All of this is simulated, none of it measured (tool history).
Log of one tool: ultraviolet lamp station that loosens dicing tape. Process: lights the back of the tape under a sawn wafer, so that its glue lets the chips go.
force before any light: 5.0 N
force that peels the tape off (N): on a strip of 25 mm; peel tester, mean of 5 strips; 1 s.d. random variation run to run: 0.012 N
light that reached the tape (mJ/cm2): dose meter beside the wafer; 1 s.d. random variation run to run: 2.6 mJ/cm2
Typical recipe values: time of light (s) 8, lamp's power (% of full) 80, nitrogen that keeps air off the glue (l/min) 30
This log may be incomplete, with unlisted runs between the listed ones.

run	hour	time of light (s)	lamp's power (% of full)	nitrogen that keeps air off the glue (l/min)	force that peels the tape off (N)	light that reached the tape (mJ/cm2)
1	0	8	80	30	0.562	345
2	60.3	8	80	30	0.576	348
3	126.2	8	80	30	0.562	346
4	168	12	80	30	0.255	519
5	248.9	12	80	30	0.27	520
6	317	12	80	30	0.262	521
7	414.5	12	80	30	0.265	517
8	467.5	8	61	30	0.917	263
9	559.8	8	61	30	0.879	266
10	610.2	9	80	30	0.464	390
11	697.4	9	80	30	0.436	384
12	791.8	9	80	30	0.448	386
13	887.6	9	85	30	0.408	420
14	980.3	9	85	30	0.404	409
15	1040.3	9	85	30	0.404	416
16	1090.9	5	85	30	1.131	231
17	1148.9	5	85	30	1.101	230
18	1211.6	9	85	30	0.388	413
19	1300.3	9	85	30	0.405	414
20	1360.1	6	98	30	0.666	314
21	1450.4	10	80	10	0.845	430
22	1547.9	10	81	35	0.325	437
23	1595.8	10	81	38	0.296	436
24	1680.4	12	81	18	0.373	521
25	1723.8	12	81	18	0.373	529
26	1813.2	12	94	18	0.273	604
27	1855.6	12	94	18	0.292	609
28	1934.7	6	92	29	0.78	301
29	2022	6	92	29	0.742	298
30	2063.6	13	71	43	0.219	497
31	2158.3	10	80	12	0.774	432
32	2256.7	10	80	12	0.76	429
33	2340.4	10	80	12	0.742	433

Between the runs listed above, the log contained 7 entries, not reproduced here. Where in the sequence does each belong, and how does what the log doesn't record of the tool's condition differ from the listed run before to the listed run after?
Between runs 7 and 8: window cleaned of glue's vapour (hour 441.8)
  light that the window lets through, % of a clean one's: 99.9 -> 100
Between runs 13 and 14: window cleaned of glue's vapour (hour 903)
  light that the window lets through, % of a clean one's: 99.9 -> 100
Between runs 14 and 15: lamp changed (hour 994.6)
  lamp's light, % of a new lamp's: 99.7 -> 100
Between runs 20 and 21: window cleaned of glue's vapour (hour 1366.3)
  light that the window lets through, % of a clean one's: 99.9 -> 100
Between runs 26 and 27: window cleaned of glue's vapour (hour 1824.6)
  light that the window lets through, % of a clean one's: 99.9 -> 100
Between runs 31 and 32: lamp changed (hour 2241.3)
  lamp's light, % of a new lamp's: 99.7 -> 100
Between runs 32 and 33: window cleaned of glue's vapour (hour 2285)
  light that the window lets through, % of a clean one's: 99.9 -> 100
